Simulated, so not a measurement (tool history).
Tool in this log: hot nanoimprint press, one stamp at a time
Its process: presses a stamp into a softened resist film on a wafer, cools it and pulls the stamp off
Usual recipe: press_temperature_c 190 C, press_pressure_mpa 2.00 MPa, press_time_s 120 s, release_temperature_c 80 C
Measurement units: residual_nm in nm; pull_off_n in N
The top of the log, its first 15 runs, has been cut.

run     day  press_temperature_c  press_pressure_mpa  press_time_s  release_temperature_c  residual_nm  pull_off_n
 16  13.912                  190                2.00           215                     80        160.9         267
 17  14.654                  190                2.95           120                     80        172.5         268
 18  15.283                  190                2.95            62                     84        214.5         273
 19  15.988                  179                2.04            91                     84        274.5         284
 20  16.529                  179                2.04           148                     67        246.5         316
 21  17.217                  190                1.61           120                     80        212.0         289
 22  18.433                  189                2.00           216                     80        164.1         291
 23  19.383                  191                1.68           120                     80        203.4         304
 24  20.392                  181                1.25           124                     73        273.9         312
 25  21.438                  181                1.36           124                     67        268.4         331
 26  22.250                  183                1.40           139                     84        248.5         314
 27  23.421                  190                1.96           139                     72        187.2         331
 28  24.100                  190                1.96           139                     72        186.4         344
 29  24.779                  190                1.61           105                     68        218.6         338
 30  25.812                  190                1.61           105                     68        218.0         359

What if the next run were any one of these 4? Each begins from the tool's condition after run 30:
  A  26.329                  190                2.94           120                     80            ?           ?
  B  26.329                  194                1.61            69                     86            ?           ?
  C  26.329                  197                1.61           105                     68            ?           ?
  D  26.329                  190                1.36           120                     80            ?           ?

run  residual_nm  pull_off_n
  A        169.0         332
  B        224.1         314
  C        181.0         348
  D        220.8         320
What these runs would have given with no unlogged condition in the tool:
run  residual_nm  pull_off_n
  A        170.7         224
  B        228.3         213
  C        184.9         235
  D        225.8         216
